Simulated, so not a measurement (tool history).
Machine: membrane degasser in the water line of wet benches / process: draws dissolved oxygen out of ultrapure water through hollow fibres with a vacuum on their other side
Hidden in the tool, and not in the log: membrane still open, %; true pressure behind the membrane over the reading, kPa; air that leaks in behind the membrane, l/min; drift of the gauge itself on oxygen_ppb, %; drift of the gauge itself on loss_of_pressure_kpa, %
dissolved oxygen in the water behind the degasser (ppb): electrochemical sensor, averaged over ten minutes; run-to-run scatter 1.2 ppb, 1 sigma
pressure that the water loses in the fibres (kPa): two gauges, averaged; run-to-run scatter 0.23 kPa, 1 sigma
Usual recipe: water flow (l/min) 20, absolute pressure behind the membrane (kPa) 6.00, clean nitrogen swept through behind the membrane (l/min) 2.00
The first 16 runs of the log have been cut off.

| run | hour | water flow (l/min) | absolute pressure behind the membrane (kPa) | clean nitrogen swept through behind the membrane (l/min) | hours since the membrane was changed | hours since the vacuum gauge was calibrated | hours since the vacuum lines were made tight | dissolved oxygen in the water behind the degasser (ppb) | pressure that the water loses in the fibres (kPa) |
|---|---|---|---|---|---|---|---|---|---|
| 17 | 2877.8 | 20 | 6.00 | 2.00 | 6084 | 4213 | 1710 | 128.3 | 61.33 |
| 18 | 3091.6 | 20 | 6.00 | 2.00 | 6298 | 4427 | 1924 | 127.0 | 61.13 |
| 19 | 3358.6 | 20 | 8.05 | 0.83 | 6565 | 4694 | 2191 | 320.9 | 62.00 |
| 20 | 3534.9 | 20 | 8.05 | 0.83 | 6741 | 4870 | 2367 | 317.4 | 61.73 |
| 21 | 3771.3 | 15 | 6.00 | 2.48 | 6977 | 5106 | 2604 | 64.1 | 46.17 |
| 22 | 3966.7 | 15 | 6.00 | 2.48 | 7173 | 5302 | 2799 | 65.5 | 46.30 |
| 23 | 4145.5 | 16 | 14.33 | 1.56 | 7352 | 5481 | 2978 | 294.0 | 49.44 |
| 24 | 4293.1 | 13 | 3.67 | 1.56 | 7499 | 5628 | 3125 | 24.5 | 40.53 |
| 25 | 4507.3 | 18 | 6.53 | 2.84 | 7713 | 5842 | 3340 | 96.4 | 55.67 |
| 26 | 4658.7 | 20 | 7.20 | 1.25 | 7865 | 5994 | 3491 | 215.2 | 61.82 |
| 27 | 4820.3 | 20 | 6.00 | 1.87 | 8026 | 6155 | 3653 | 140.9 | 62.00 |
| 28 | 4971.5 | 14 | 12.62 | 2.00 | 8178 | 6307 | 3804 | 176.3 | 43.45 |
| 29 | 5133.2 | 14 | 11.91 | 2.00 | 8339 | 6468 | 3965 | 164.6 | 43.56 |
| 30 | 5348.1 | 14 | 11.91 | 2.00 | 8554 | 6683 | 4180 | 167.3 | 43.62 |
| 31 | 5478.4 | 14 | 11.91 | 2.00 | 8684 | 6813 | 4311 | 167.3 | 43.54 |
| 32 | 5647.9 | 26 | 11.91 | 1.36 | 8854 | 6983 | 4480 | 505.2 | 81.67 |

Predict each of these 4 candidate next runs independently; none follows another, all start after run 32:
| A | 5782.0 | 26 | 8.42 | 1.36 | 8988 | 7117 | 4614 | ? | ? |
| B | 5782.0 | 20 | 4.85 | 3.53 | 8988 | 7117 | 4614 | ? | ? |
| C | 5782.0 | 12 | 8.61 | 1.21 | 8988 | 7117 | 4614 | ? | ? |
| D | 5782.0 | 22 | 3.73 | 3.66 | 8988 | 7117 | 4614 | ? | ? |

| run | dissolved oxygen in the water behind the degasser (ppb) | pressure that the water loses in the fibres (kPa) |
|---|---|---|
| A | 375.4 | 81.47 |
| B | 93.2 | 62.66 |
| C | 141.9 | 37.64 |
| D | 104.6 | 68.90 |
The same runs, with their run-to-run variation unchanged, on a tool lacking any hidden condition would have given:
| run | dissolved oxygen in the water behind the degasser (ppb) | pressure that the water loses in the fibres (kPa) |
|---|---|---|
| A | 327.4 | 75.95 |
| B | 69.8 | 58.42 |
| C | 130.5 | 35.09 |
| D | 75.0 | 64.23 |
